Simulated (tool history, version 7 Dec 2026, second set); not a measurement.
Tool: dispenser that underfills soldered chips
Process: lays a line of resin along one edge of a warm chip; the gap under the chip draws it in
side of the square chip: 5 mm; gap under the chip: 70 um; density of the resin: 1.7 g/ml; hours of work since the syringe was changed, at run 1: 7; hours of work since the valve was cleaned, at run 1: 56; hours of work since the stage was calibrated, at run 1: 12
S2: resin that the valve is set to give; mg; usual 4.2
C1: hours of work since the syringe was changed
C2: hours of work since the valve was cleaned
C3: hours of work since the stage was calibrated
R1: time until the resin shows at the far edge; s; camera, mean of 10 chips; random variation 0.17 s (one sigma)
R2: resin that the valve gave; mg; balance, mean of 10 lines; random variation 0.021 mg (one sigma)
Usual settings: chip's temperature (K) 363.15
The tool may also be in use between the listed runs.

{"run": 1, "hour": 0.0, "chip's temperature (K)": 363.15, "S2": 4.2, "C1": 7, "C2": 56, "C3": 12, "R1": 5.9, "R2": 4.03}
{"hour": 5.0, "done": "new syringe of resin"}
{"run": 2, "hour": 6.7, "chip's temperature (K)": 363.15, "S2": 4.2, "C1": 1, "C2": 61, "C3": 16, "R1": 4.8, "R2": 4.01}
{"run": 3, "hour": 15.3, "chip's temperature (K)": 369.15, "S2": 4.2, "C1": 7, "C2": 67, "C3": 22, "R1": 4.7, "R2": 4.03}
{"hour": 19.9, "done": "new syringe of resin"}
{"run": 4, "hour": 27.2, "chip's temperature (K)": 369.15, "S2": 4.2, "C1": 5, "C2": 76, "C3": 31, "R1": 4.4, "R2": 4}
{"hour": 34.1, "done": "new syringe of resin"}
{"run": 5, "hour": 38.3, "chip's temperature (K)": 369.15, "S2": 4.2, "C1": 3, "C2": 83, "C3": 39, "R1": 4.4, "R2": 4.02}
{"hour": 48.4, "done": "dispensing valve cleaned and set on the balance"}
{"hour": 49.2, "done": "new syringe of resin"}
{"run": 6, "hour": 49.9, "chip's temperature (K)": 369.15, "S2": 4.2, "C1": 1, "C2": 1, "C3": 46, "R1": 3.7, "R2": 4.2}
{"run": 7, "hour": 59.5, "chip's temperature (K)": 369.15, "S2": 4.2, "C1": 7, "C2": 8, "C3": 53, "R1": 4.4, "R2": 4.2}
{"hour": 64.1, "done": "new syringe of resin"}
{"run": 8, "hour": 69.7, "chip's temperature (K)": 369.15, "S2": 4.2, "C1": 4, "C2": 15, "C3": 60, "R1": 4.5, "R2": 4.18}
{"run": 9, "hour": 77.4, "chip's temperature (K)": 369.15, "S2": 4.2, "C1": 10, "C2": 20, "C3": 66, "R1": 5.2, "R2": 4.19}
{"hour": 78.4, "done": "new syringe of resin"}
{"run": 10, "hour": 87.2, "chip's temperature (K)": 369.15, "S2": 4.2, "C1": 6, "C2": 27, "C3": 72, "R1": 4.6, "R2": 4.12}
{"hour": 93.2, "done": "new syringe of resin"}
{"run": 11, "hour": 99.6, "chip's temperature (K)": 369.15, "S2": 4.2, "C1": 5, "C2": 36, "C3": 81, "R1": 4.3, "R2": 4.07}
{"run": 12, "hour": 105.0, "chip's temperature (K)": 369.15, "S2": 4.2, "C1": 8, "C2": 40, "C3": 85, "R1": 5, "R2": 4.08}
{"hour": 107.8, "done": "new syringe of resin"}
{"run": 13, "hour": 116.9, "chip's temperature (K)": 369.15, "S2": 4.2, "C1": 7, "C2": 48, "C3": 93, "R1": 4.4, "R2": 4.08}
{"hour": 122.5, "done": "new syringe of resin"}
{"run": 14, "hour": 126.4, "chip's temperature (K)": 363.15, "S2": 4.2, "C1": 3, "C2": 55, "C3": 100, "R1": 5.3, "R2": 4.11}
{"run": 15, "hour": 132.2, "chip's temperature (K)": 363.15, "S2": 4.2, "C1": 7, "C2": 59, "C3": 104, "R1": 5.8, "R2": 4.04}
{"hour": 136.8, "done": "new syringe of resin"}
{"run": 16, "hour": 140.4, "chip's temperature (K)": 363.15, "S2": 4.2, "C1": 3, "C2": 65, "C3": 110, "R1": 4.7, "R2": 4.04}
{"hour": 151.0, "done": "new syringe of resin"}
{"run": 17, "hour": 152.0, "chip's temperature (K)": 363.15, "S2": 4.2, "C1": 1, "C2": 73, "C3": 118, "R1": 4.9, "R2": 4}
{"run": 18, "hour": 158.6, "chip's temperature (K)": 363.15, "S2": 4.2, "C1": 5, "C2": 78, "C3": 123, "R1": 5.2, "R2": 3.98}
{"hour": 165.3, "done": "new syringe of resin"}
{"run": 19, "hour": 169.3, "chip's temperature (K)": 363.15, "S2": 4.2, "C1": 3, "C2": 85, "C3": 130, "R1": 5.1, "R2": 3.97}
{"hour": 177.2, "done": "dispensing valve cleaned and set on the balance"}
{"hour": 180.7, "done": "new syringe of resin"}
{"run": 20, "hour": 181.2, "chip's temperature (K)": 375.15, "S2": 4.18, "C1": 0, "C2": 3, "C3": 138, "R1": 2.8, "R2": 4.18}
{"run": 21, "hour": 186.6, "chip's temperature (K)": 375.15, "S2": 4.18, "C1": 4, "C2": 7, "C3": 142, "R1": 3.6, "R2": 4.15}
{"hour": 195.8, "done": "new syringe of resin"}
{"run": 22, "hour": 198.8, "chip's temperature (K)": 368.15, "S2": 4.18, "C1": 2, "C2": 15, "C3": 150, "R1": 3.8, "R2": 4.08}
{"run": 23, "hour": 204.3, "chip's temperature (K)": 368.15, "S2": 4.18, "C1": 6, "C2": 19, "C3": 154, "R1": 4.5, "R2": 4.08}
{"hour": 210.2, "done": "new syringe of resin"}
{"run": 24, "hour": 214.8, "chip's temperature (K)": 350.15, "S2": 4.28, "C1": 3, "C2": 26, "C3": 161, "R1": 8.4, "R2": 4.21}
{"run": 25, "hour": 221.0, "chip's temperature (K)": 350.15, "S2": 4.28, "C1": 8, "C2": 31, "C3": 166, "R1": 10.3, "R2": 4.2}
{"hour": 224.5, "done": "new syringe of resin"}
{"run": 26, "hour": 227.7, "chip's temperature (K)": 358.15, "S2": 4.2, "C1": 2, "C2": 35, "C3": 170, "R1": 5.9, "R2": 4.11}
{"run": 27, "hour": 235.6, "chip's temperature (K)": 369.15, "S2": 3.69, "C1": 8, "C2": 41, "C3": 176, "R1": 5.2, "R2": 3.6}
{"hour": 239.7, "done": "new syringe of resin"}
{"run": 28, "hour": 244.9, "chip's temperature (K)": 361.15, "S2": 4.44, "C1": 4, "C2": 48, "C3": 183, "R1": 5.4, "R2": 4.26}
{"run": 29, "hour": 252.9, "chip's temperature (K)": 357.15, "S2": 3.75, "C1": 9, "C2": 53, "C3": 188, "R1": 8.1, "R2": 3.64}
{"hour": 254.3, "done": "new syringe of resin"}
{"run": 30, "hour": 260.8, "chip's temperature (K)": 367.15, "S2": 4.6, "C1": 5, "C2": 59, "C3": 194, "R1": 4.4, "R2": 4.44}
{"run": 31, "hour": 267.3, "chip's temperature (K)": 370.15, "S2": 4.43, "C1": 9, "C2": 64, "C3": 199, "R1": 4.9, "R2": 4.26}
{"hour": 269.3, "done": "new syringe of resin"}
{"run": 32, "hour": 277.7, "chip's temperature (K)": 370.15, "S2": 4.43, "C1": 6, "C2": 71, "C3": 206, "R1": 4.3, "R2": 4.21}
{"hour": 284.3, "done": "new syringe of resin"}
{"run": 33, "hour": 285.4, "chip's temperature (K)": 367.15, "S2": 4.33, "C1": 1, "C2": 76, "C3": 211, "R1": 3.8, "R2": 4.1}
{"run": 34, "hour": 290.6, "chip's temperature (K)": 359.15, "S2": 4.66, "C1": 5, "C2": 80, "C3": 215, "R1": 5.9, "R2": 4.46}

Some steps in R1 between neighbouring runs. How much of each would the tool show without its hidden state too (settings, what came in, random variation), and how much is left for the hidden state, with any gauge scatter that isn't in both results?
The hidden state here: resin's viscosity, % of fresh resin's; dose that the valve gives, % of what is set; true chip temperature over the reading, C; drift of the gauge itself on fill_s, %; drift of the gauge itself on given_mg, %.
Run 23 -> 24: chip's temperature (K) 368.15 -> 350.15, S2 4.18 -> 4.28, new syringe of resin. R1 +3.9 s: hidden state +0, all else +3.9.
Run 25 -> 26: chip's temperature (K) 350.15 -> 358.15, S2 4.28 -> 4.2, new syringe of resin. R1 -4.4 s: hidden state -2, all else -2.4.
Run 28 -> 29: chip's temperature (K) 361.15 -> 357.15, S2 4.44 -> 3.75. R1 +2.7 s: hidden state +1.7, all else +1.
Run 29 -> 30: chip's temperature (K) 357.15 -> 367.15, S2 3.75 -> 4.6, new syringe of resin. R1 -3.7 s: hidden state -1.8, all else -1.9.

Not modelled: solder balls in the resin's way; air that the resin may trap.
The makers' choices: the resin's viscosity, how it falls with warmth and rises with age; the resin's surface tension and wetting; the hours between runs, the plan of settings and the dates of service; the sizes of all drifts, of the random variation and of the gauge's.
